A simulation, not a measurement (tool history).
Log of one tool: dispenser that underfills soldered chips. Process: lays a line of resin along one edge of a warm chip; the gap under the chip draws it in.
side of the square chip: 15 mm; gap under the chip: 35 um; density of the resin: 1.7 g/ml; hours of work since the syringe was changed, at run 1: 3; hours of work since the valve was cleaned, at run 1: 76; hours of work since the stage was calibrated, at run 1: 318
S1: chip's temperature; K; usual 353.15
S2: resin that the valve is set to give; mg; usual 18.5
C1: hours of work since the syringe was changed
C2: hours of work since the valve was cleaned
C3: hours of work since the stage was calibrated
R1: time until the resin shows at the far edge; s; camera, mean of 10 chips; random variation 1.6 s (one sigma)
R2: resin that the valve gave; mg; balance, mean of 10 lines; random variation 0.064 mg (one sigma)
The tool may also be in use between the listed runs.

run,day,S1,S2,C1,C2,C3,R1,R2
1,0,353.15,18.5,3,76,318,183,18.04
# day 0.367: new syringe of resin
# day 0.592: dispensing valve cleaned and set on the balance
2,0.592,351.15,18.5,3,0,328,209.7,18.43
# day 0.921: new syringe of resin
3,1.271,351.15,18.5,6,12,340,259,18.24
# day 1.446: new syringe of resin
# day 1.958: new syringe of resin
4,1.971,351.15,18.5,0,24,352,164.5,18.36
5,2.312,351.15,18.5,6,31,358,259,18.31
# day 2.458: new syringe of resin
# day 2.988: new syringe of resin
6,3.046,351.15,18.5,1,43,371,174.4,18.06
7,3.392,351.15,18.5,7,50,377,272.9,18.21

Run 8 comes next. What will it give?
# day 3.508: new syringe of resin
# day 4.008: new syringe of resin
8,4.108,351.15,18.5,2,62,390,?,?

{"run 8": {"R1": 183.6, "R2": 18.04}}
Without the tool's hidden state the same run would have given R1 176.3 s, R2 18.52 mg.
